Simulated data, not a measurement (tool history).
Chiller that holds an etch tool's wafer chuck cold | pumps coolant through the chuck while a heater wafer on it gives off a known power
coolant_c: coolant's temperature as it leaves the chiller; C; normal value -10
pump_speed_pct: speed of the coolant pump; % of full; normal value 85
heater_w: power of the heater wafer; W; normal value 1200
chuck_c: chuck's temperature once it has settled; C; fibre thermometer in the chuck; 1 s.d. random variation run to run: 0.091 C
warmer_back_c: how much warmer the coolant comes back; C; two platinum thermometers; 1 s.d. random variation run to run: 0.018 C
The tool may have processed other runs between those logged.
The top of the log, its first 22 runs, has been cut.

{"run": 23, "hour": 636.8, "coolant_c": -9, "pump_speed_pct": 79, "heater_w": 660, "chuck_c": -4.14, "warmer_back_c": 2.15}
{"run": 24, "hour": 678.1, "coolant_c": -9, "pump_speed_pct": 79, "heater_w": 660, "chuck_c": -4.18, "warmer_back_c": 2.17}
{"run": 25, "hour": 716.1, "coolant_c": -10, "pump_speed_pct": 88, "heater_w": 807, "chuck_c": -4.26, "warmer_back_c": 2.41}
{"run": 26, "hour": 751.2, "coolant_c": -10, "pump_speed_pct": 88, "heater_w": 807, "chuck_c": -4.55, "warmer_back_c": 2.39}
{"run": 27, "hour": 775.7, "coolant_c": -10, "pump_speed_pct": 88, "heater_w": 807, "chuck_c": -4.41, "warmer_back_c": 2.35}
{"run": 28, "hour": 798.6, "coolant_c": -10, "pump_speed_pct": 88, "heater_w": 807, "chuck_c": -4.41, "warmer_back_c": 2.38}
{"run": 29, "hour": 818.5, "coolant_c": -10, "pump_speed_pct": 88, "heater_w": 807, "chuck_c": -4.35, "warmer_back_c": 2.39}
{"run": 30, "hour": 838.9, "coolant_c": -10, "pump_speed_pct": 88, "heater_w": 807, "chuck_c": -4.39, "warmer_back_c": 2.37}
{"run": 31, "hour": 866.1, "coolant_c": -10, "pump_speed_pct": 85, "heater_w": 650, "chuck_c": -5.49, "warmer_back_c": 2.01}

Branching from run 31: 5 alternative next runs. What would each branch give?
{"run": "A", "hour": 884.1, "coolant_c": -14, "pump_speed_pct": 60, "heater_w": 1200, "chuck_c": "?", "warmer_back_c": "?"}
{"run": "B", "hour": 884.1, "coolant_c": -18, "pump_speed_pct": 85, "heater_w": 650, "chuck_c": "?", "warmer_back_c": "?"}
{"run": "C", "hour": 884.1, "coolant_c": -10, "pump_speed_pct": 85, "heater_w": 1236, "chuck_c": "?", "warmer_back_c": "?"}
{"run": "D", "hour": 884.1, "coolant_c": -10, "pump_speed_pct": 98, "heater_w": 726, "chuck_c": "?", "warmer_back_c": "?"}
{"run": "E", "hour": 884.1, "coolant_c": -10, "pump_speed_pct": 62, "heater_w": 1320, "chuck_c": "?", "warmer_back_c": "?"}

run=A chuck_c=-2.81 warmer_back_c=5.35
run=B chuck_c=-13.55 warmer_back_c=1.99
run=C chuck_c=-0.86 warmer_back_c=3.77
run=D chuck_c=-5.38 warmer_back_c=1.92
run=E chuck_c=2.06 warmer_back_c=5.69
Without the tool's unlogged condition, the same runs would have read:
run=A chuck_c=-3.16 warmer_back_c=5.27
run=B chuck_c=-13.56 warmer_back_c=1.96
run=C chuck_c=-1.11 warmer_back_c=3.72
run=D chuck_c=-5.40 warmer_back_c=1.89
run=E chuck_c=1.67 warmer_back_c=5.60
